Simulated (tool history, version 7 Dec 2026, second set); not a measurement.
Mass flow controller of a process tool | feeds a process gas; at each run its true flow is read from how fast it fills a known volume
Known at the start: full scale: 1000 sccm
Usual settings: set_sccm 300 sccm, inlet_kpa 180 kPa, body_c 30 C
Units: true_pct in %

{"run": 1, "day": 0.0, "set_sccm": 300, "inlet_kpa": 180, "body_c": 30, "true_pct": 96.06}
{"run": 2, "day": 2.796, "set_sccm": 300, "inlet_kpa": 180, "body_c": 30, "true_pct": 95.98}
{"run": 3, "day": 9.321, "set_sccm": 300, "inlet_kpa": 180, "body_c": 21, "true_pct": 96.98}
{"run": 4, "day": 14.433, "set_sccm": 300, "inlet_kpa": 180, "body_c": 21, "true_pct": 96.85}
{"run": 5, "day": 19.112, "set_sccm": 300, "inlet_kpa": 180, "body_c": 30, "true_pct": 96.02}
{"run": 6, "day": 23.575, "set_sccm": 300, "inlet_kpa": 180, "body_c": 23, "true_pct": 96.6}
{"run": 7, "day": 27.846, "set_sccm": 300, "inlet_kpa": 270, "body_c": 23, "true_pct": 96.85}
{"run": 8, "day": 33.896, "set_sccm": 300, "inlet_kpa": 180, "body_c": 29, "true_pct": 96.0}
{"run": 9, "day": 36.967, "set_sccm": 300, "inlet_kpa": 180, "body_c": 29, "true_pct": 95.95}
{"run": 10, "day": 42.962, "set_sccm": 300, "inlet_kpa": 180, "body_c": 30, "true_pct": 95.74}
{"run": 11, "day": 49.442, "set_sccm": 300, "inlet_kpa": 180, "body_c": 30, "true_pct": 95.86}
{"run": 12, "day": 54.208, "set_sccm": 300, "inlet_kpa": 180, "body_c": 30, "true_pct": 95.66}
{"run": 13, "day": 57.217, "set_sccm": 300, "inlet_kpa": 180, "body_c": 30, "true_pct": 95.67}
{"run": 14, "day": 63.458, "set_sccm": 300, "inlet_kpa": 180, "body_c": 30, "true_pct": 95.74}
{"day": 67.671, "done": "controller's zero set anew"}
{"run": 15, "day": 69.621, "set_sccm": 301, "inlet_kpa": 180, "body_c": 30, "true_pct": 93.8}
{"run": 16, "day": 73.254, "set_sccm": 301, "inlet_kpa": 180, "body_c": 30, "true_pct": 93.73}
{"run": 17, "day": 78.592, "set_sccm": 114, "inlet_kpa": 180, "body_c": 30, "true_pct": 85.17}
{"run": 18, "day": 83.604, "set_sccm": 300, "inlet_kpa": 180, "body_c": 30, "true_pct": 93.74}
{"run": 19, "day": 86.304, "set_sccm": 300, "inlet_kpa": 180, "body_c": 30, "true_pct": 93.68}
{"run": 20, "day": 90.917, "set_sccm": 300, "inlet_kpa": 180, "body_c": 30, "true_pct": 93.65}
{"run": 21, "day": 96.554, "set_sccm": 112, "inlet_kpa": 177, "body_c": 23, "true_pct": 85.27}
{"run": 22, "day": 100.229, "set_sccm": 112, "inlet_kpa": 177, "body_c": 23, "true_pct": 85.25}
{"run": 23, "day": 102.904, "set_sccm": 300, "inlet_kpa": 240, "body_c": 30, "true_pct": 93.73}
{"day": 103.821, "done": "controller's zero set anew, once more"}
{"run": 24, "day": 109.475, "set_sccm": 207, "inlet_kpa": 199, "body_c": 23, "true_pct": 99.19}
{"run": 25, "day": 114.862, "set_sccm": 139, "inlet_kpa": 273, "body_c": 22, "true_pct": 99.14}
{"run": 26, "day": 120.079, "set_sccm": 122, "inlet_kpa": 225, "body_c": 27, "true_pct": 98.32}
{"run": 27, "day": 124.417, "set_sccm": 409, "inlet_kpa": 255, "body_c": 24, "true_pct": 99.71}
{"run": 28, "day": 130.104, "set_sccm": 409, "inlet_kpa": 255, "body_c": 22, "true_pct": 99.91}
{"run": 29, "day": 136.5, "set_sccm": 409, "inlet_kpa": 255, "body_c": 22, "true_pct": 100.03}
{"run": 30, "day": 142.529, "set_sccm": 105, "inlet_kpa": 255, "body_c": 34, "true_pct": 97.25}
{"run": 31, "day": 145.175, "set_sccm": 160, "inlet_kpa": 255, "body_c": 34, "true_pct": 97.57}
{"run": 32, "day": 150.179, "set_sccm": 277, "inlet_kpa": 255, "body_c": 34, "true_pct": 98.21}
{"run": 33, "day": 155.258, "set_sccm": 277, "inlet_kpa": 255, "body_c": 34, "true_pct": 98.2}
{"run": 34, "day": 161.6, "set_sccm": 277, "inlet_kpa": 255, "body_c": 34, "true_pct": 98.17}
{"run": 35, "day": 167.392, "set_sccm": 277, "inlet_kpa": 255, "body_c": 34, "true_pct": 98.09}
{"run": 36, "day": 170.454, "set_sccm": 300, "inlet_kpa": 180, "body_c": 35, "true_pct": 97.73}

4 ways to go on from here, each from the tool as it stands after run 36. What would each give?
{"run": "A", "day": 174.967, "set_sccm": 495, "inlet_kpa": 265, "body_c": 33, "true_pct": "?"}
{"run": "B", "day": 174.967, "set_sccm": 300, "inlet_kpa": 215, "body_c": 28, "true_pct": "?"}
{"run": "C", "day": 174.967, "set_sccm": 762, "inlet_kpa": 188, "body_c": 38, "true_pct": "?"}
{"run": "D", "day": 174.967, "set_sccm": 656, "inlet_kpa": 183, "body_c": 30, "true_pct": "?"}

run=A true_pct=98.99
run=B true_pct=98.57
run=C true_pct=98.90
run=D true_pct=99.56
Without the tool's hidden state the same runs would have given:
run=A true_pct=98.13
run=B true_pct=97.97
run=C true_pct=97.90
run=D true_pct=98.60

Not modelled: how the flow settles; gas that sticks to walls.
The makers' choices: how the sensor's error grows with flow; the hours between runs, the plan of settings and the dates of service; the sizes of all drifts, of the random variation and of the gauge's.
